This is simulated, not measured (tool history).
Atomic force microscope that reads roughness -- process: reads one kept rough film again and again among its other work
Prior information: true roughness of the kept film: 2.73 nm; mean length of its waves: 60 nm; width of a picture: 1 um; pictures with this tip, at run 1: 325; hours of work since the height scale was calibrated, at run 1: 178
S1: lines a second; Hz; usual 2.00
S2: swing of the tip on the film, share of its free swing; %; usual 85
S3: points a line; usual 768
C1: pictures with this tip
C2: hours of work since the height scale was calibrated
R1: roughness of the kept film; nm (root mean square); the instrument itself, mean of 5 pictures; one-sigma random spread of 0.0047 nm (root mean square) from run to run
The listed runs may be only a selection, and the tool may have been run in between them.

run 1 hour=0.0 | S1=2.00 S2=85 S3=768 | C1=325 C2=178 | R1=2.393
run 2 hour=10.6 | S1=2.00 S2=85 S3=768 | C1=346 C2=184 | R1=2.389
-- hour=20.0 new tip fitted
run 3 hour=29.9 | S1=2.00 S2=85 S3=768 | C1=19 C2=195 | R1=2.440
run 4 hour=43.1 | S1=2.00 S2=85 S3=768 | C1=45 C2=203 | R1=2.445
run 5 hour=52.2 | S1=2.00 S2=85 S3=783 | C1=62 C2=208 | R1=2.441
run 6 hour=66.7 | S1=1.33 S2=85 S3=768 | C1=91 C2=217 | R1=2.511
run 7 hour=82.0 | S1=2.00 S2=85 S3=901 | C1=120 C2=226 | R1=2.422
run 8 hour=100.3 | S1=2.00 S2=58 S3=901 | C1=156 C2=237 | R1=2.605
run 9 hour=118.3 | S1=2.00 S2=85 S3=768 | C1=191 C2=248 | R1=2.419
run 10 hour=128.8 | S1=2.00 S2=85 S3=768 | C1=211 C2=254 | R1=2.409
run 11 hour=147.4 | S1=2.00 S2=85 S3=768 | C1=247 C2=265 | R1=2.409
run 12 hour=167.3 | S1=2.00 S2=85 S3=768 | C1=286 C2=277 | R1=2.398
run 13 hour=186.1 | S1=2.00 S2=85 S3=768 | C1=322 C2=288 | R1=2.399
run 14 hour=199.2 | S1=2.00 S2=85 S3=768 | C1=348 C2=296 | R1=2.397
-- hour=208.9 new tip fitted
run 15 hour=216.9 | S1=2.00 S2=85 S3=768 | C1=16 C2=306 | R1=2.439
run 16 hour=225.3 | S1=2.00 S2=85 S3=768 | C1=32 C2=311 | R1=2.449
run 17 hour=242.0 | S1=2.00 S2=85 S3=768 | C1=65 C2=321 | R1=2.438
run 18 hour=261.1 | S1=2.00 S2=56 S3=768 | C1=102 C2=332 | R1=2.623
run 19 hour=271.7 | S1=2.00 S2=56 S3=768 | C1=122 C2=339 | R1=2.633
run 20 hour=286.5 | S1=2.00 S2=85 S3=768 | C1=151 C2=347 | R1=2.431
run 21 hour=300.7 | S1=2.00 S2=85 S3=768 | C1=179 C2=356 | R1=2.428
-- hour=303.6 height scale calibrated on a step standard
run 22 hour=311.7 | S1=2.00 S2=85 S3=768 | C1=198 C2=5 | R1=2.428
run 23 hour=324.2 | S1=2.00 S2=85 S3=768 | C1=222 C2=12 | R1=2.421
run 24 hour=335.6 | S1=2.00 S2=85 S3=768 | C1=244 C2=19 | R1=2.414

Forecast run 25:
run 25 hour=353.1 | S1=1.65 S2=85 S3=768 | C1=278 C2=29 | R1=?

{"run 25": {"R1": 2.461}}
On a tool with no hidden condition, and with the same random variation, this run would have come out at R1 2.490 nm (root mean square).
